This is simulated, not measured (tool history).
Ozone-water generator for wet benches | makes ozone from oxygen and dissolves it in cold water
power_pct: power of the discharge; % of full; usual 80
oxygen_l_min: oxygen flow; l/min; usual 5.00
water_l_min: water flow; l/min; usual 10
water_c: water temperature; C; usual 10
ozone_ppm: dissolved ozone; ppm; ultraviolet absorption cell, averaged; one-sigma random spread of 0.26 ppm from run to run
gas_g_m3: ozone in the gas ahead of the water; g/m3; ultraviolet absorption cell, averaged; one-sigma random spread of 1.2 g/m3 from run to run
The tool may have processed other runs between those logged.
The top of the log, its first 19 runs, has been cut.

run	day	power_pct	oxygen_l_min	water_l_min	water_c	ozone_ppm	gas_g_m3
20	93.575	79	5.00	12	9	29.5	186.9
21	98.150	64	3.99	9	6	34.2	178.7
22	103.975	64	7.80	10	6	32.1	135.9
# day 110.038: water thermometer calibrated
23	110.088	80	5.00	10	13	32.1	185.5
24	116.367	80	5.00	10	13	32.3	184.9
25	120.342	80	5.00	10	13	32.2	184.9
26	123.612	68	5.58	9	5	36.5	161.5
27	126.904	54	5.85	12	10	23.4	138.2
28	130.908	54	5.85	12	10	23.7	137.0
29	137.850	92	2.70	8	15	37.7	254.5
30	141.467	92	2.70	8	15	37.8	256.1
31	146.238	72	8.28	7	9	38.4	139.2
32	151.112	80	5.00	12	7	30.0	184.5
33	156.508	57	5.00	12	6	25.1	150.5

Each row is a separate what-if for the run after 33, all from the same tool condition, not one after another. Results?
A	161.538	57	8.63	12	16	?	?
B	161.538	75	5.00	8	10	?	?
C	161.538	41	5.16	10	10	?	?

run	ozone_ppm	gas_g_m3
A	21.1	119.2
B	36.8	172.9
C	23.0	123.6
Had the tool no hidden state, the same runs would have come out as:
run	ozone_ppm	gas_g_m3
A	25.2	137.2
B	44.7	204.3
C	26.5	137.8
